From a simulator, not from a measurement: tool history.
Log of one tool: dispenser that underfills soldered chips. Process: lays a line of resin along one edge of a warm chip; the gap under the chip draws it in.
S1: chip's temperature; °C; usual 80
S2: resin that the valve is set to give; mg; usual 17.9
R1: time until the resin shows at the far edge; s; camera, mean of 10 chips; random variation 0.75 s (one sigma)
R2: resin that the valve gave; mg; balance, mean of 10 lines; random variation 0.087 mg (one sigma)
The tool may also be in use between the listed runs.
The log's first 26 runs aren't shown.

run 27 hour=96 | S1=86 S2=18.3 | R1=71.7 R2=16.67
-- hour=98.4 new syringe of resin
run 28 hour=99 | S1=76 S2=17.4 | R1=88.1 R2=15.75
run 29 hour=101.8 | S1=76 S2=17.4 | R1=104.5 R2=15.67
run 30 hour=106.3 | S1=76 S2=17.4 | R1=131.8 R2=15.75
-- hour=106.9 new syringe of resin
run 31 hour=110.2 | S1=73 S2=15.9 | R1=127.9 R2=14.39
run 32 hour=113.6 | S1=93 S2=17.5 | R1=55 R2=15.71
-- hour=115.2 new syringe of resin
run 33 hour=117.3 | S1=80 S2=15.9 | R1=84 R2=14.32
run 34 hour=121.7 | S1=80 S2=15.9 | R1=106.5 R2=14.05
-- hour=123.5 new syringe of resin
run 35 hour=126.3 | S1=88 S2=22.6 | R1=54.1 R2=20.08
run 36 hour=129.3 | S1=92 S2=17.9 | R1=54.6 R2=15.81

Forecast each of these 3 alternatives for the next run:
-- hour=131.8 new syringe of resin
run A hour=133.5 | S1=77 S2=17.9 | R1=? R2=?
-- hour=131.8 new syringe of resin
run B hour=133.5 | S1=89 S2=17.6 | R1=? R2=?
-- hour=131.8 new syringe of resin
run C hour=133.5 | S1=78 S2=23 | R1=? R2=?

run=A R1=90.5 R2=15.78
run=B R1=49.6 R2=15.51
run=C R1=81.6 R2=20.33
Without the tool's hidden state the same runs would have given:
run=A R1=79.7 R2=17.88
run=B R1=43.6 R2=17.58
run=C R1=73.2 R2=23.01
